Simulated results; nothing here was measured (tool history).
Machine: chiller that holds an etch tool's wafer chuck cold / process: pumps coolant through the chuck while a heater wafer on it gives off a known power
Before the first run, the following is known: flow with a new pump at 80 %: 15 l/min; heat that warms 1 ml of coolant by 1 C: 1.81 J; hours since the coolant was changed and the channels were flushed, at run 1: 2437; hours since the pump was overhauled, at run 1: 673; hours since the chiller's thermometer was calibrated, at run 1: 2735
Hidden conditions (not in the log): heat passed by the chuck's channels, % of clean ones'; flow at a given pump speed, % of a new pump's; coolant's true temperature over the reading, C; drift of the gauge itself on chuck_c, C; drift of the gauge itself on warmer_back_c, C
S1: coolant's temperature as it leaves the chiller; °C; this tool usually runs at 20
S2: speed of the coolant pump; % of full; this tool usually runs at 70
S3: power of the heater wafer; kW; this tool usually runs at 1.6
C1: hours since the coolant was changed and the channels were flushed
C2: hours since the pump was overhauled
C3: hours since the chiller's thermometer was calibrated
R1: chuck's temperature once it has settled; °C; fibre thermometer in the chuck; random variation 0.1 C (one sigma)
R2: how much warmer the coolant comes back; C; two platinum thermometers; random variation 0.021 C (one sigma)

| run | hour | S1 | S2 | S3 | C1 | C2 | C3 | R1 | R2 |
|---|---|---|---|---|---|---|---|---|---|
| 1 | 0 | 20 | 70 | 1.6 | 2437 | 673 | 2735 | 38.9 | 4.04 |
| 2 | 24.2 | 20 | 85 | 1.6 | 2461 | 697 | 2759 | 37 | 3.32 |
| 3 | 50.2 | 20 | 85 | 1.6 | 2487 | 723 | 2785 | 37 | 3.31 |
| 4 | 88.9 | 20 | 85 | 1.6 | 2526 | 762 | 2824 | 37 | 3.31 |
| 5 | 119.4 | 20 | 70 | 1.6 | 2556 | 792 | 2854 | 38.7 | 3.92 |
| 6 | 157 | 20 | 70 | 1.6 | 2594 | 830 | 2892 | 39 | 3.98 |
| 7 | 192 | 20 | 70 | 1.6 | 2629 | 865 | 2927 | 39 | 3.9 |
| 8 | 223 | 20 | 70 | 1.6 | 2660 | 896 | 2958 | 39 | 3.95 |
| 9 | 248.1 | 20 | 70 | 1.6 | 2685 | 921 | 2983 | 39 | 3.91 |
| 10 | 274.5 | 20 | 70 | 1.6 | 2712 | 947 | 3009 | 38.9 | 3.91 |
| 11 | 299.1 | 20 | 70 | 1.6 | 2736 | 972 | 3034 | 38.8 | 3.87 |
| 12 | 332 | 20 | 70 | 1.6 | 2769 | 1005 | 3067 | 38.9 | 3.85 |
| 13 | 362.2 | 21 | 65 | 0.853 | 2799 | 1035 | 3097 | 31.6 | 2.11 |
| 14 | 387.9 | 12 | 85 | 0.853 | 2825 | 1061 | 3123 | 21 | 1.6 |
| 15 | 409.1 | 12 | 85 | 0.853 | 2846 | 1082 | 3144 | 21 | 1.58 |
| 16 | 443.7 | 18 | 75 | 0.931 | 2881 | 1117 | 3178 | 28.5 | 1.98 |
| 17 | 473.2 | 18 | 64 | 0.931 | 2910 | 1146 | 3208 | 29.3 | 2.33 |
| 18 | 492 | 28 | 69 | 1.044 | 2929 | 1165 | 3227 | 40.4 | 2.39 |
| 19 | 520.8 | 20 | 99 | 0.99 | 2958 | 1194 | 3256 | 29.5 | 1.55 |
| 20 | 543 | 13 | 70 | 1.99 | 2980 | 1216 | 3278 | 36.5 | 4.75 |
| 21 | 575.2 | 13 | 70 | 1.99 | 3012 | 1248 | 3310 | 36.5 | 4.7 |
| 22 | 592.9 | 13 | 95 | 1.104 | 3030 | 1266 | 3328 | 24 | 1.79 |
| 23 | 628.1 | 13 | 95 | 1.104 | 3065 | 1301 | 3363 | 24 | 1.75 |

3 options for the next run, each taken on its own from the tool as it stands now. Forecast them:
| A | 668.4 | 25 | 70 | 1.683 | 3105 | 1341 | 3403 | ? | ? |
| B | 668.4 | 14 | 69 | 1.6 | 3105 | 1341 | 3403 | ? | ? |
| C | 668.4 | 26 | 70 | 1.6 | 3105 | 1341 | 3403 | ? | ? |

| run | R1 | R2 |
|---|---|---|
| A | 44.6 | 3.88 |
| B | 32.9 | 3.75 |
| C | 45 | 3.67 |
The same runs, with their run-to-run variation unchanged, on a tool lacking any hidden condition would have given:
| run | R1 | R2 |
|---|---|---|
| A | 44.6 | 4.21 |
| B | 32.9 | 4.08 |
| C | 45 | 3.99 |
